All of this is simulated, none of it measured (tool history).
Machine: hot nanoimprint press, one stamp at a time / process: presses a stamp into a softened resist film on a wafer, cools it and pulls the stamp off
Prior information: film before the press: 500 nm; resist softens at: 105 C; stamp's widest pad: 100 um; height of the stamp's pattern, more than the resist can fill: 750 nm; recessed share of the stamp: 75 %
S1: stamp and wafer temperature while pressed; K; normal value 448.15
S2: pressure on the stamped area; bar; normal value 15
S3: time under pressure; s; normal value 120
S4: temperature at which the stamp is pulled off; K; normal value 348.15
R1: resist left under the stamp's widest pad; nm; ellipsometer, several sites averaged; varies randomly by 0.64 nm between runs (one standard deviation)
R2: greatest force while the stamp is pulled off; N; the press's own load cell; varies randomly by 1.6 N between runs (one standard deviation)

| run | day | S1 | S2 | S3 | S4 | R1 | R2 |
|---|---|---|---|---|---|---|---|
| 1 | 0 | 448.15 | 15 | 120 | 348.15 | 284.4 | 140 |
| 2 | 0.446 | 448.15 | 15 | 120 | 348.15 | 284.9 | 136 |
| 3 | 0.796 | 439.15 | 15 | 120 | 348.15 | 385.9 | 137 |
| 4 | 1.492 | 439.15 | 15 | 120 | 348.15 | 385.3 | 137 |
| 5 | 1.988 | 439.15 | 15 | 120 | 348.15 | 384.9 | 138 |
|  | 2.454 | stamp cleaned and given a new release coat |
| 6 | 2.783 | 448.15 | 15.6 | 120 | 348.15 | 281.6 | 124 |
| 7 | 3.229 | 448.15 | 15.6 | 120 | 348.15 | 278.8 | 124 |
| 8 | 3.962 | 448.15 | 15.6 | 120 | 348.15 | 279.6 | 125 |
| 9 | 4.517 | 448.15 | 15.6 | 120 | 348.15 | 279.6 | 125 |
| 10 | 5.2 | 448.15 | 15.6 | 120 | 348.15 | 279.2 | 128 |
| 11 | 5.638 | 448.15 | 15 | 120 | 345.15 | 284 | 136 |
| 12 | 5.971 | 448.15 | 15 | 120 | 345.15 | 283 | 139 |
| 13 | 6.417 | 448.15 | 15 | 120 | 334.15 | 283.9 | 171 |
| 14 | 6.958 | 448.15 | 15 | 120 | 334.15 | 283 | 170 |
| 15 | 7.646 | 448.15 | 15 | 120 | 334.15 | 282.2 | 172 |
| 16 | 8.333 | 446.15 | 9.7 | 120 | 334.15 | 350.8 | 175 |
| 17 | 8.696 | 448.15 | 15 | 83 | 348.15 | 316.8 | 134 |
| 18 | 9.338 | 448.15 | 15 | 83 | 348.15 | 317.9 | 134 |
| 19 | 10.017 | 454.15 | 15 | 120 | 345.15 | 221.4 | 145 |
| 20 | 10.708 | 456.15 | 20.6 | 120 | 348.15 | 178.1 | 135 |
| 21 | 11.512 | 451.15 | 9.1 | 197 | 335.15 | 259.3 | 176 |
| 22 | 12.158 | 451.15 | 9.1 | 197 | 335.15 | 256.8 | 178 |
| 23 | 12.912 | 440.15 | 13.5 | 126 | 340.15 | 377 | 158 |
|  | 13.392 | press's hydraulic seals changed and the load cell set to zero |
| 24 | 13.738 | 458.15 | 17.4 | 148 | 338.15 | 155.2 | 167 |
|  | 14.021 | stamp cleaned and given a new release coat |
| 25 | 14.575 | 458.15 | 17.4 | 148 | 338.15 | 156 | 154 |
| 26 | 15.138 | 458.15 | 17.4 | 148 | 338.15 | 155.5 | 155 |
| 27 | 15.562 | 447.15 | 9.4 | 148 | 346.15 | 318.3 | 129 |
| 28 | 16.342 | 447.15 | 9.4 | 148 | 346.15 | 317.9 | 132 |
| 29 | 17.112 | 447.15 | 9.4 | 148 | 346.15 | 317.6 | 135 |
| 30 | 17.808 | 447.15 | 9.4 | 85 | 346.15 | 366.6 | 131 |

How would selected steps in R1 from run to run divide? Give the signed amount a tool lacking its hidden state would still show from settings, what came in and random variation, and the signed amount left for the hidden state, including any gauge scatter that is not in both of the compared results.
Hidden state present: true temperature over the reading, C; pressure that arrives at the usual setting, %; grip of the stamp's worn release coat, % over a new coat's; drift of the gauge itself on residual_nm, %; drift of the gauge itself on pull_off_n, %.
Run 15 -> 16: S1 448.15 -> 446.15, S2 15 -> 9.7. R1 +68.6 nm: hidden state -2.6, all else +71.2.
Run 20 -> 21: S1 456.15 -> 451.15, S2 20.6 -> 9.1, S3 120 -> 197, S4 348.15 -> 335.15. R1 +81.2 nm: hidden state -4.8, all else +86.
Run 22 -> 23: S1 451.15 -> 440.15, S2 9.1 -> 13.5, S3 197 -> 126, S4 335.15 -> 340.15. R1 +120.2 nm: hidden state +1, all else +119.2.
Run 23 -> 24: S1 440.15 -> 458.15, S2 13.5 -> 17.4, S3 126 -> 148, S4 340.15 -> 338.15, press's hydraulic seals changed and the load cell set to zero. R1 -221.8 nm: hidden state -3.3, all else -218.5.
Run 26 -> 27: S1 458.15 -> 447.15, S2 17.4 -> 9.4, S4 338.15 -> 346.15. R1 +162.8 nm: hidden state -2.5, all else +165.3.
